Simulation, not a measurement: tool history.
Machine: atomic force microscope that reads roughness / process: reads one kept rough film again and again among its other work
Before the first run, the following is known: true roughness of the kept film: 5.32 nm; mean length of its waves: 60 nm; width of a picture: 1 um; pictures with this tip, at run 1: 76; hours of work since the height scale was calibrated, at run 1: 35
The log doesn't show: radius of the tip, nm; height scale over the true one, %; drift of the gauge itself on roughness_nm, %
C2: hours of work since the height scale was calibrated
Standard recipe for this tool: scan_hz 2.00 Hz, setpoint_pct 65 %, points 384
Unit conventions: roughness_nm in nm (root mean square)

Run 1, hour 0.0: usual settings; pictures with this tip 76; C2 35. Result: roughness_nm 4.393 nm (root mean square).
Run 2, hour 18.2: usual settings; pictures with this tip 106; C2 49. Result: roughness_nm 4.313 nm (root mean square).
Run 3, hour 44.5: usual settings but points 466; pictures with this tip 149; C2 70. Result: roughness_nm 4.207 nm (root mean square).
Run 4, hour 62.7: usual settings but points 466; pictures with this tip 179; C2 84. Result: roughness_nm 4.136 nm (root mean square).
Run 5, hour 81.5: usual settings but points 466; pictures with this tip 211; C2 98. Result: roughness_nm 4.055 nm (root mean square).
Run 6, hour 99.3: usual settings but points 466; pictures with this tip 240; C2 112. Result: roughness_nm 3.999 nm (root mean square).
At hour 115.9: new tip fitted.
Run 7, hour 121.7: usual settings but points 466; pictures with this tip 10; C2 129. Result: roughness_nm 4.534 nm (root mean square).
Run 8, hour 137.9: usual settings but points 466; pictures with this tip 37; C2 141. Result: roughness_nm 4.455 nm (root mean square).
Run 9, hour 153.6: usual settings; pictures with this tip 63; C2 153. Result: roughness_nm 4.429 nm (root mean square).
Run 10, hour 166.3: usual settings but points 915; pictures with this tip 84; C2 163. Result: roughness_nm 4.342 nm (root mean square).
Run 11, hour 185.0: usual settings but points 552; pictures with this tip 114; C2 177. Result: roughness_nm 4.292 nm (root mean square).
Run 12, hour 198.5: usual settings but scan_hz 2.69 Hz; pictures with this tip 137; C2 188. Result: roughness_nm 4.121 nm (root mean square).
Run 13, hour 221.3: usual settings but points 378; pictures with this tip 174; C2 205. Result: roughness_nm 4.175 nm (root mean square).
Run 14, hour 233.8: usual settings but points 378; pictures with this tip 195; C2 215. Result: roughness_nm 4.104 nm (root mean square).
Run 15, hour 249.7: usual settings but points 378; pictures with this tip 221; C2 227. Result: roughness_nm 4.044 nm (root mean square).
At hour 277.3: new tip fitted.
Run 16, hour 278.4: usual settings but scan_hz 2.14 Hz, points 395; pictures with this tip 2; C2 249. Result: roughness_nm 4.562 nm (root mean square).
Run 17, hour 303.8: usual settings but setpoint_pct 72 %, points 311; pictures with this tip 43; C2 268. Result: roughness_nm 4.300 nm (root mean square).
Run 18, hour 331.8: usual settings but setpoint_pct 72 %, points 341; pictures with this tip 90; C2 290. Result: roughness_nm 4.145 nm (root mean square).
Run 19, hour 357.7: usual settings but scan_hz 1.97 Hz, setpoint_pct 60 %, points 301; pictures with this tip 132; C2 310. Result: roughness_nm 4.336 nm (root mean square).
Run 20, hour 383.5: usual settings but scan_hz 1.97 Hz, setpoint_pct 60 %, points 622; pictures with this tip 175; C2 330. Result: roughness_nm 4.235 nm (root mean square).
Run 21, hour 411.6: usual settings but scan_hz 1.90 Hz; pictures with this tip 221; C2 351. Result: roughness_nm 4.046 nm (root mean square).
Run 22, hour 436.3: usual settings but scan_hz 1.28 Hz, setpoint_pct 82 %, points 598; pictures with this tip 262; C2 370. Result: roughness_nm 3.745 nm (root mean square).
At hour 438.9: new tip fitted.
Run 23, hour 466.0: usual settings but scan_hz 2.98 Hz, setpoint_pct 82 %, points 598; pictures with this tip 44; C2 393. Result: roughness_nm 3.614 nm (root mean square).
Run 24, hour 483.5: usual settings but scan_hz 2.98 Hz, setpoint_pct 67 %, points 716; pictures with this tip 73; C2 406. Result: roughness_nm 4.162 nm (root mean square).
Run 25, hour 506.9: usual settings but scan_hz 2.35 Hz, points 716; pictures with this tip 112; C2 424. Result: roughness_nm 4.229 nm (root mean square).
Run 26, hour 523.2: usual settings but scan_hz 2.35 Hz, points 716; pictures with this tip 138; C2 437. Result: roughness_nm 4.179 nm (root mean square).
Run 27, hour 539.7: usual settings but scan_hz 2.35 Hz, points 533; pictures with this tip 166; C2 450. Result: roughness_nm 4.107 nm (root mean square).

4 ways to go on from here, each from the tool as it stands after run 27. What would each give?
Run A, hour 560.0: usual settings but scan_hz 0.52 Hz, setpoint_pct 59 %, points 793; pictures with this tip 199; C2 465. Result: roughness_nm ?.
Run B, hour 560.0: usual settings but scan_hz 1.16 Hz, setpoint_pct 89 %, points 917; pictures with this tip 199; C2 465. Result: roughness_nm ?.
Run C, hour 560.0: usual settings but setpoint_pct 71 %; pictures with this tip 199; C2 465. Result: roughness_nm ?.
Run D, hour 560.0: usual settings but setpoint_pct 86 %, points 405; pictures with this tip 199; C2 465. Result: roughness_nm ?.

run  roughness_nm
  A         4.368
  B         3.748
  C         3.973
  D         3.461
The same runs, with their run-to-run variation unchanged, on a tool lacking any hidden condition would have given:
run  roughness_nm
  A         4.917
  B         4.220
  C         4.472
  D         3.896
